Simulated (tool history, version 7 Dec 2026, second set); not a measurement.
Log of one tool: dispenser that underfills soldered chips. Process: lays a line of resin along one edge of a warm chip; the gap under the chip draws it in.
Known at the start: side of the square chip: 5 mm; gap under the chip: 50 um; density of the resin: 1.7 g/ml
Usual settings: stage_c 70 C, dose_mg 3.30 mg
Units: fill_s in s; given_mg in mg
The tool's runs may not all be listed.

run     day  stage_c  dose_mg  fill_s  given_mg
  1   0.000       70     3.30    23.0     3.194
  2   0.346       70     3.30    35.2     3.186
      0.717  -- new syringe of resin
  3   0.738       70     3.30    24.4     3.186
  4   0.996       73     3.30    29.0     3.172
  5   1.192       70     3.30    39.8     3.169
      1.454  -- new syringe of resin
  6   1.571       70     3.74    26.4     3.578
  7   1.871       70     4.24    36.7     4.050
      2.188  -- new syringe of resin
  8   2.196       70     4.24    22.3     4.057
  9   2.454       70     2.95    32.2     2.807
 10   2.692       70     2.95    41.4     2.797
      2.762  -- dispensing valve cleaned and set on the balance
      2.958  -- new syringe of resin
 11   2.962       70     2.95    24.3     2.941
 12   3.196       70     3.30    30.8     3.290
 13   3.583       60     3.30    66.3     3.286
      3.712  -- new syringe of resin
 14   3.808       60     3.30    37.1     3.270
 15   4.075       60     3.30    50.7     3.269
      4.446  -- new syringe of resin
 16   4.492       60     3.30    35.9     3.259
 17   4.912       60     3.30    56.4     3.259
      5.171  -- new syringe of resin
 18   5.288       61     3.30    36.4     3.236
 19   5.600       68     3.54    39.3     3.459
 20   5.771       67     3.23    49.7     3.152
      5.900  -- new syringe of resin
 21   6.146       68     3.05    32.8     2.970
 22   6.325       70     3.47    36.3     3.387
 23   6.550       83     3.17    30.5     3.074
      6.638  -- new syringe of resin
 24   6.929       64     2.97    40.4     2.878
 25   7.238       81     2.87    30.7     2.774
      7.371  -- new syringe of resin
 26   7.496       65     3.14    31.6     3.035
 27   7.783       83     2.99    23.1     2.861
 28   7.992       83     2.99    28.8     2.873
      8.092  -- new syringe of resin
 29   8.271       80     2.99    20.6     2.864
 30   8.504       58     2.91    57.2     2.782
      8.821  -- new syringe of resin
 31   8.892       62     4.17    32.2     3.977
      9.154  -- dispensing valve cleaned and set on the balance
 32   9.333       62     4.17    48.7     4.152
      9.596  -- new syringe of resin
 33   9.625       65     3.04    28.8     3.034
 34  10.038       81     4.06    24.5     4.023
     10.321  -- new syringe of resin
 35  10.367       82     3.03    16.0     2.982

Hidden state or all else? Some run-to-run changes of fill_s, split into what the settings, what came in and random variation would give without the hidden state, and what is left for the hidden state (with any gauge scatter that isn't in both results):
The hidden state here: resin's viscosity, % of fresh resin's; dose that the valve gives, % of what is set; true chip temperature over the reading, C; drift of the gauge itself on fill_s, %; drift of the gauge itself on given_mg, %.
Run 12 -> 13: stage_c 70 -> 60. fill_s +35.5 s: hidden state +24.5, all else +11.0.
Run 13 -> 14: new syringe of resin. fill_s -29.2 s: hidden state -28.0, all else -1.2.
Run 16 -> 17: no setting changed, nothing entered. fill_s +20.5 s: hidden state +20.7, all else -0.2.
Run 29 -> 30: stage_c 80 -> 58, dose_mg 2.99 -> 2.91. fill_s +36.6 s: hidden state +14.5, all else +22.1.

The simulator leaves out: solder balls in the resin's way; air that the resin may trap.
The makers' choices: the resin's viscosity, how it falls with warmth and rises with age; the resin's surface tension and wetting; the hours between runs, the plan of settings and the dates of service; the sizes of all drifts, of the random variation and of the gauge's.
